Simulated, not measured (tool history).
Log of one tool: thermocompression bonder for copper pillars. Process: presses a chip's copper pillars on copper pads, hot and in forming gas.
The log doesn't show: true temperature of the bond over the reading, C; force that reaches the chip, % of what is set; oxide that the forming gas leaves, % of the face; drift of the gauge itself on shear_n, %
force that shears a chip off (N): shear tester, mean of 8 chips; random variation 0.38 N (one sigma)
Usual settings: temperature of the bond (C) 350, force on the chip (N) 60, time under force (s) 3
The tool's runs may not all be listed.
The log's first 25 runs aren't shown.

run,hour,temperature of the bond (C),force on the chip (N),time under force (s),hours of work since the heater was calibrated,hours of work since the force cell was calibrated,hours of work since the gas filter was changed,force that shears a chip off (N)
26,242,371,46,2,310,456,405,60.8
# hour 246.8: gauge calibrated
27,255.7,356,60,2,317,463,412,64.5
28,265.5,356,60,2,322,468,417,64.3
29,275.1,365,38,2,327,473,422,49.3
30,284.6,365,38,2,332,478,427,50
31,290.7,365,38,2,335,481,430,49.9
32,303.4,365,38,2,341,487,436,49.8
33,309.6,356,61,2,345,490,439,66.2
34,315.7,356,61,2,348,494,442,65
35,321.7,330,61,7,351,497,446,84.7
36,329.8,330,61,7,355,501,450,85.3
37,339.8,330,61,7,360,506,455,85.2
# hour 342.2: forming gas filter changed
38,354.2,330,61,7,367,513,6,84.5
39,362.4,330,61,7,371,517,10,85.4
40,371.2,328,88,2,376,522,15,69.9
41,383.6,328,64,5,382,528,21,77.8

3 ways to go on from here, each from the tool as it stands after run 41. What would each give?
A,391.9,328,67,8,386,532,25,?
B,391.9,327,84,3,386,532,25,?
C,391.9,363,68,5,386,532,25,?

run,force that shears a chip off (N)
A,92.5
B,77.7
C,97.3
Without the tool's hidden state the same runs would have given:
run,force that shears a chip off (N)
A,91.1
B,76.5
C,95.7
